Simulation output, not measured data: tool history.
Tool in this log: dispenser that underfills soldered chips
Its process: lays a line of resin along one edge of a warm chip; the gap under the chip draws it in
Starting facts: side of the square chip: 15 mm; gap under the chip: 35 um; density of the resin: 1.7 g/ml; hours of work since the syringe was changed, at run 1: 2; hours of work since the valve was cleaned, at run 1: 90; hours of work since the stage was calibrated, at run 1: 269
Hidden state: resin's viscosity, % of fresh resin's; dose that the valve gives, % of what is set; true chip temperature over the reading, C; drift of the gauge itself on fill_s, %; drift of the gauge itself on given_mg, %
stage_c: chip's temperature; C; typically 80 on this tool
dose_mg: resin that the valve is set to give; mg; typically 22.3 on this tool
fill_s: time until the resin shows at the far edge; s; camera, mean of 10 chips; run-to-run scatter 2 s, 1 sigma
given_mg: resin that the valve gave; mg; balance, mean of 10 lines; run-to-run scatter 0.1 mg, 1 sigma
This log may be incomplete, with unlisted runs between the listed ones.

run,hour,stage_c,dose_mg,hours of work since the syringe was changed,hours of work since the valve was cleaned,hours of work since the stage was calibrated,fill_s,given_mg
1,0.0,80,22.3,2,90,269,218.1,20.70
# hour 9.3: new syringe of resin
2,9.9,78,22.3,0,96,275,228.0,20.41
3,20.0,78,22.3,7,102,282,302.7,20.39
# hour 21.1: new syringe of resin
# hour 26.9: dispensing valve cleaned and set on the balance
# hour 34.4: new syringe of resin
4,35.4,78,22.3,1,5,290,234.6,22.33
5,45.2,78,22.3,7,12,297,301.4,22.23
# hour 46.2: new syringe of resin
# hour 58.2: new syringe of resin
6,58.2,78,22.3,0,19,305,232.6,22.06
# hour 70.5: new syringe of resin
7,72.2,78,22.3,1,28,313,240.4,21.78
# hour 82.5: new syringe of resin
8,83.6,78,22.3,1,35,321,234.1,21.76
# hour 95.4: new syringe of resin
9,96.4,78,22.3,1,43,329,234.0,21.50
10,104.2,80,22.3,6,48,334,259.5,21.31
# hour 108.1: new syringe of resin
11,112.9,80,22.3,3,54,339,231.9,21.26
# hour 119.9: new syringe of resin
12,121.3,80,25.8,1,59,344,217.8,24.64
# hour 132.1: new syringe of resin
13,133.5,80,22.3,1,67,352,215.5,20.89
14,140.0,80,22.3,5,71,356,261.3,20.99
# hour 144.2: new syringe of resin
15,151.8,80,22.3,5,78,363,259.8,20.88
# hour 156.4: new syringe of resin
16,164.0,82,22.3,5,86,371,236.2,20.71
# hour 168.3: new syringe of resin
17,171.7,82,22.3,2,91,376,211.8,20.74
# hour 180.4: new syringe of resin
18,186.0,82,22.3,4,100,385,219.0,20.65
# hour 192.5: new syringe of resin
19,194.5,75,27.9,1,105,390,274.7,25.53
# hour 197.8: dispensing valve cleaned and set on the balance
20,202.3,75,27.9,6,3,395,335.2,27.72
# hour 205.4: new syringe of resin
21,210.8,82,22.8,3,8,400,212.9,22.63
# hour 217.1: new syringe of resin
22,223.6,67,22.4,4,16,408,476.6,22.17
# hour 229.6: new syringe of resin
23,236.5,77,25.3,4,24,416,286.6,24.63
# hour 241.5: new syringe of resin
24,245.2,88,27.7,2,30,421,155.3,26.97
# hour 253.4: new syringe of resin
25,254.6,92,26.0,1,36,427,125.0,25.11
26,263.2,92,26.0,6,41,433,156.1,25.22
# hour 265.6: new syringe of resin
27,271.3,92,23.1,4,46,438,141.3,22.20
# hour 277.6: new syringe of resin
28,281.6,86,24.3,3,52,444,177.1,23.26
# hour 289.9: new syringe of resin
29,289.9,76,21.2,0,58,449,256.8,20.20
30,298.6,92,21.2,6,63,455,152.8,19.96
# hour 302.0: new syringe of resin
31,305.9,92,21.2,3,68,459,134.5,20.08
# hour 314.0: new syringe of resin
32,319.8,92,21.2,4,76,468,140.6,19.63
# hour 325.9: new syringe of resin
33,330.0,74,27.6,3,83,474,307.5,25.40

For some of the steps in fill_s from one run to the next: how much would appear even if the tool had no hidden state, given the settings, what came in and random variation, and how much remains for the hidden state plus any gauge scatter that the measured result and the result without hidden state don't share?
Run 2 -> 3: no setting touched and nothing written in the log between the runs. fill_s +74.7 s: hidden state +72.4, all else +2.3.
Run 4 -> 5: no setting touched and nothing written in the log between the runs. fill_s +66.8 s: hidden state +69.9, all else -3.1.
Run 5 -> 6: new syringe of resin, new syringe of resin. fill_s -68.8 s: hidden state -72.9, all else +4.1.
Run 21 -> 22: stage_c 82 -> 67, dose_mg 22.8 -> 22.4, new syringe of resin. fill_s +263.7 s: hidden state +63.3, all else +200.4.
Run 22 -> 23: stage_c 67 -> 77, dose_mg 22.4 -> 25.3, new syringe of resin. fill_s -190.0 s: hidden state -41.1, all else -148.9.
Run 32 -> 33: stage_c 92 -> 74, dose_mg 21.2 -> 27.6, new syringe of resin. fill_s +166.9 s: hidden state +21.8, all else +145.1.
